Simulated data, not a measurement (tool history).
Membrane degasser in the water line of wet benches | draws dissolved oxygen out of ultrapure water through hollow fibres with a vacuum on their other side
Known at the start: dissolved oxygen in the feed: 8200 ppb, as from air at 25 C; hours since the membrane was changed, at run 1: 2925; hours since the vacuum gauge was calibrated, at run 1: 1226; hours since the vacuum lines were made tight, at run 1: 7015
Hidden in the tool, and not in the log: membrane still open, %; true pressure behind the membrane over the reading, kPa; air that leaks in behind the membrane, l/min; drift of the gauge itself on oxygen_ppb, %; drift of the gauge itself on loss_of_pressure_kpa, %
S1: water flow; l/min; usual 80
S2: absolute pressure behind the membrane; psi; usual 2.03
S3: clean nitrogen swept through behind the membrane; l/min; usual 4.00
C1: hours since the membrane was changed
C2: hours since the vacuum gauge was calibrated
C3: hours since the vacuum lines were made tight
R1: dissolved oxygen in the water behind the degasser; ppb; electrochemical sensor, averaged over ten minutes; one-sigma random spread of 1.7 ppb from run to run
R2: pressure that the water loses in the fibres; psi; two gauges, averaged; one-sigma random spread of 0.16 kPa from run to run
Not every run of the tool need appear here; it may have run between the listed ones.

{"run": 1, "hour": 0.0, "S1": 80, "S2": 2.03, "S3": 4.0, "C1": 2925, "C2": 1226, "C3": 7015, "R1": 542.6, "R2": 5.904}
{"run": 2, "hour": 56.0, "S1": 80, "S2": 3.32, "S3": 4.0, "C1": 2981, "C2": 1282, "C3": 7071, "R1": 880.6, "R2": 5.923}
{"run": 3, "hour": 96.2, "S1": 80, "S2": 2.03, "S3": 4.0, "C1": 3021, "C2": 1322, "C3": 7111, "R1": 543.6, "R2": 5.903}
{"run": 4, "hour": 145.3, "S1": 80, "S2": 2.03, "S3": 4.0, "C1": 3070, "C2": 1371, "C3": 7160, "R1": 541.5, "R2": 5.918}
{"run": 5, "hour": 229.8, "S1": 80, "S2": 2.03, "S3": 4.0, "C1": 3154, "C2": 1456, "C3": 7245, "R1": 544.1, "R2": 5.923}
{"hour": 278.2, "done": "seals of the vacuum lines changed"}
{"run": 6, "hour": 309.6, "S1": 65, "S2": 2.03, "S3": 4.0, "C1": 3232, "C2": 1534, "C3": 31, "R1": 437.6, "R2": 4.852}
{"run": 7, "hour": 390.0, "S1": 65, "S2": 2.03, "S3": 4.0, "C1": 3313, "C2": 1614, "C3": 112, "R1": 436.8, "R2": 4.799}
{"run": 8, "hour": 474.6, "S1": 65, "S2": 2.03, "S3": 4.0, "C1": 3397, "C2": 1699, "C3": 196, "R1": 438.2, "R2": 4.778}
{"run": 9, "hour": 530.1, "S1": 65, "S2": 2.03, "S3": 4.0, "C1": 3453, "C2": 1754, "C3": 252, "R1": 435.9, "R2": 4.795}
{"run": 10, "hour": 592.1, "S1": 80, "S2": 2.03, "S3": 5.18, "C1": 3515, "C2": 1816, "C3": 314, "R1": 451.5, "R2": 5.942}
{"run": 11, "hour": 647.2, "S1": 80, "S2": 2.03, "S3": 5.18, "C1": 3570, "C2": 1871, "C3": 369, "R1": 451.9, "R2": 5.893}
{"run": 12, "hour": 697.1, "S1": 80, "S2": 2.03, "S3": 4.0, "C1": 3620, "C2": 1921, "C3": 419, "R1": 543.0, "R2": 5.984}
{"run": 13, "hour": 752.4, "S1": 80, "S2": 2.03, "S3": 4.0, "C1": 3675, "C2": 1976, "C3": 474, "R1": 539.4, "R2": 5.939}
{"run": 14, "hour": 801.5, "S1": 80, "S2": 2.03, "S3": 4.0, "C1": 3724, "C2": 2026, "C3": 523, "R1": 541.6, "R2": 5.896}
{"run": 15, "hour": 852.5, "S1": 48, "S2": 2.03, "S3": 4.0, "C1": 3775, "C2": 2077, "C3": 574, "R1": 321.3, "R2": 3.553}
{"run": 16, "hour": 920.0, "S1": 48, "S2": 2.03, "S3": 4.0, "C1": 3843, "C2": 2144, "C3": 642, "R1": 322.4, "R2": 3.565}
{"run": 17, "hour": 974.9, "S1": 56, "S2": 4.35, "S3": 2.29, "C1": 3898, "C2": 2199, "C3": 697, "R1": 1268.5, "R2": 4.174}
{"run": 18, "hour": 1043.3, "S1": 56, "S2": 1.33, "S3": 2.15, "C1": 3966, "C2": 2267, "C3": 765, "R1": 370.1, "R2": 4.18}
{"run": 19, "hour": 1113.7, "S1": 56, "S2": 1.33, "S3": 2.15, "C1": 4036, "C2": 2338, "C3": 836, "R1": 371.2, "R2": 4.155}
{"run": 20, "hour": 1158.6, "S1": 55, "S2": 2.03, "S3": 2.12, "C1": 4081, "C2": 2383, "C3": 880, "R1": 611.0, "R2": 4.081}
{"run": 21, "hour": 1242.4, "S1": 55, "S2": 2.03, "S3": 2.12, "C1": 4165, "C2": 2466, "C3": 964, "R1": 609.4, "R2": 4.074}
{"run": 22, "hour": 1295.3, "S1": 75, "S2": 3.86, "S3": 6.19, "C1": 4218, "C2": 2519, "C3": 1017, "R1": 688.1, "R2": 5.593}
{"run": 23, "hour": 1365.9, "S1": 109, "S2": 4.66, "S3": 4.0, "C1": 4289, "C2": 2590, "C3": 1088, "R1": 1557.5, "R2": 8.121}
{"run": 24, "hour": 1435.6, "S1": 53, "S2": 5.05, "S3": 8.42, "C1": 4358, "C2": 2660, "C3": 1157, "R1": 492.9, "R2": 3.916}
{"run": 25, "hour": 1471.3, "S1": 70, "S2": 3.38, "S3": 2.54, "C1": 4394, "C2": 2695, "C3": 1193, "R1": 1104.3, "R2": 5.247}
{"run": 26, "hour": 1544.9, "S1": 70, "S2": 3.38, "S3": 2.54, "C1": 4468, "C2": 2769, "C3": 1267, "R1": 1115.5, "R2": 5.274}
{"run": 27, "hour": 1612.3, "S1": 89, "S2": 1.99, "S3": 9.62, "C1": 4535, "C2": 2836, "C3": 1334, "R1": 337.6, "R2": 6.644}
{"run": 28, "hour": 1668.3, "S1": 62, "S2": 1.39, "S3": 1.88, "C1": 4591, "C2": 2892, "C3": 1390, "R1": 479.6, "R2": 4.637}
{"run": 29, "hour": 1711.3, "S1": 120, "S2": 1.54, "S3": 2.54, "C1": 4634, "C2": 2935, "C3": 1433, "R1": 815.8, "R2": 8.989}
{"run": 30, "hour": 1763.5, "S1": 100, "S2": 2.83, "S3": 3.29, "C1": 4686, "C2": 2988, "C3": 1485, "R1": 1065.6, "R2": 7.497}
{"run": 31, "hour": 1817.1, "S1": 109, "S2": 3.63, "S3": 4.46, "C1": 4740, "C2": 3041, "C3": 1539, "R1": 1163.3, "R2": 8.141}
{"run": 32, "hour": 1865.6, "S1": 100, "S2": 1.73, "S3": 3.35, "C1": 4788, "C2": 3090, "C3": 1587, "R1": 655.4, "R2": 7.468}

4 options for the next run, each taken on its own from the tool as it stands now. Forecast them:
{"run": "A", "hour": 1904.6, "S1": 100, "S2": 1.73, "S3": 2.36, "C1": 4827, "C2": 3129, "C3": 1626, "R1": "?", "R2": "?"}
{"run": "B", "hour": 1904.6, "S1": 51, "S2": 1.73, "S3": 2.24, "C1": 4827, "C2": 3129, "C3": 1626, "R1": "?", "R2": "?"}
{"run": "C", "hour": 1904.6, "S1": 80, "S2": 4.82, "S3": 4.0, "C1": 4827, "C2": 3129, "C3": 1626, "R1": "?", "R2": "?"}
{"run": "D", "hour": 1904.6, "S1": 61, "S2": 2.03, "S3": 5.43, "C1": 4827, "C2": 3129, "C3": 1626, "R1": "?", "R2": "?"}

run=A R1=812.8 R2=7.456
run=B R1=454.8 R2=3.841
run=C R1=1243.4 R2=5.980
run=D R1=330.1 R2=4.570
Without the tool's unlogged condition, the same runs would have read:
run=A R1=787.9 R2=7.220
run=B R1=442.6 R2=3.719
run=C R1=1227.5 R2=5.790
run=D R1=318.5 R2=4.424
